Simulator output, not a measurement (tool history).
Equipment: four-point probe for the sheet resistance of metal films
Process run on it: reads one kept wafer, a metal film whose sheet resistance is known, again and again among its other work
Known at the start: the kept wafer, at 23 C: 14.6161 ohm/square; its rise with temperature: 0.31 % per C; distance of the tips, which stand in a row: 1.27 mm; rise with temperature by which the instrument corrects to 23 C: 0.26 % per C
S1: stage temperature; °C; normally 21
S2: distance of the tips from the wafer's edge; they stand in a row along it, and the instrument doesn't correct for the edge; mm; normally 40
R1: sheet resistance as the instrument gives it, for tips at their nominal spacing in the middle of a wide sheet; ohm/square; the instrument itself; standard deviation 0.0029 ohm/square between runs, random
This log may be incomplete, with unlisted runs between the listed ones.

run	hour	S1	S2	R1
1	0.0	21	40	14.797528
2	50.5	21	19	14.835708
# hour 64.3: stage's thermometer calibrated
3	91.8	32	19	14.922248
4	145.8	32	19	14.925950
5	204.0	21	64	14.812119
6	254.6	21	64	14.821204
# hour 282.8: stage's thermometer calibrated, once more
7	284.2	21	64	14.787872
8	329.9	21	40	14.790983
9	376.5	21	40	14.796411
10	420.7	21	6	15.140642
11	448.2	21	5	15.289731
12	483.6	21	5	15.290579
13	521.6	21	40	14.805735
14	580.5	20	13	14.865126
15	646.0	21	35	14.809956
16	701.9	21	35	14.809695
17	731.9	28	4	15.619653
18	782.1	28	4	15.623113
19	820.7	27	7	15.116536
20	876.4	26	9	15.005838
21	939.4	26	9	15.011319
22	972.5	28	3	16.168398
23	1035.4	25	37	14.860941

Run 24 is up next; what results do you expect?
24	1096.9	25	37	?

Run 24 gave R1 14.856757 ohm/square.
Minus the tool's unlogged condition, the same run would have read R1 14.633895 ohm/square.
